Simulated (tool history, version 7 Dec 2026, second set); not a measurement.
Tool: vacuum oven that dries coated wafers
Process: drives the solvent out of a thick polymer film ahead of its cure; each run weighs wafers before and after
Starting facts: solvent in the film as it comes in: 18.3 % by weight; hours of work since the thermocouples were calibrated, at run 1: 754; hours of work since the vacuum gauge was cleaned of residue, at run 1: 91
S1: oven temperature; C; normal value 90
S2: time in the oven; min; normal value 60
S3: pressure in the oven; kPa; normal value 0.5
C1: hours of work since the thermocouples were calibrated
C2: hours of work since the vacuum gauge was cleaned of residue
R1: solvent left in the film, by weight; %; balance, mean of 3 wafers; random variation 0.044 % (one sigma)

Run 1, hour 0: usual settings; C1 754; C2 91. Result: R1 1.91 %.
Run 2, hour 27: usual settings but S2 65 min; C1 768; C2 106. Result: R1 1.67 %.
Run 3, hour 54.1: usual settings but S2 65 min; C1 783; C2 121. Result: R1 1.64 %.
Run 4, hour 71.8: usual settings but S3 0.822 kPa; C1 793; C2 131. Result: R1 2.18 %.
Run 5, hour 103.5: usual settings but S3 0.822 kPa; C1 810; C2 148. Result: R1 2.01 %.
Run 6, hour 140.1: usual settings but S3 0.822 kPa; C1 830; C2 168. Result: R1 2.19 %.
Run 7, hour 176.7: usual settings but S2 80 min, S3 0.822 kPa; C1 850; C2 188. Result: R1 1.34 %.
At hour 180.5: vacuum gauge cleaned of residue and calibrated.
Run 8, hour 195.5: usual settings but S1 92 C, S2 80 min, S3 1.303 kPa; C1 860; C2 8. Result: R1 1.31 %.
Run 9, hour 214.9: usual settings but S1 88 C, S2 80 min, S3 1.303 kPa; C1 870; C2 19. Result: R1 2.13 %.
Run 10, hour 238.5: usual settings but S1 88 C, S2 80 min, S3 1.303 kPa; C1 883; C2 32. Result: R1 2.12 %.
Run 11, hour 255.2: usual settings but S1 88 C, S2 80 min, S3 1.303 kPa; C1 892; C2 41. Result: R1 2.13 %.
At hour 274.2: vacuum gauge cleaned of residue and calibrated, once more.
Run 12, hour 275.5: usual settings but S1 101 C, S3 1.427 kPa; C1 903; C2 1. Result: R1 0.78 %.
Run 13, hour 301.3: usual settings but S1 89 C, S2 81 min, S3 0.252 kPa; C1 917; C2 15. Result: R1 1.02 %.

The logged runs with the hidden state left out (each run's random variation unchanged):
What the log doesn't record here: true wafer temperature over the reading, C; true pressure over the reading, kPa; drift of the gauge itself on solvent_pct, %.
run    R1
  1  1.56
  2  1.35
  3  1.31
  4   1.8
  5  1.62
  6  1.78
  7  1.05
  8  1.06
  9  1.71
 10  1.69
 11  1.71
 12   0.7
 13  0.74

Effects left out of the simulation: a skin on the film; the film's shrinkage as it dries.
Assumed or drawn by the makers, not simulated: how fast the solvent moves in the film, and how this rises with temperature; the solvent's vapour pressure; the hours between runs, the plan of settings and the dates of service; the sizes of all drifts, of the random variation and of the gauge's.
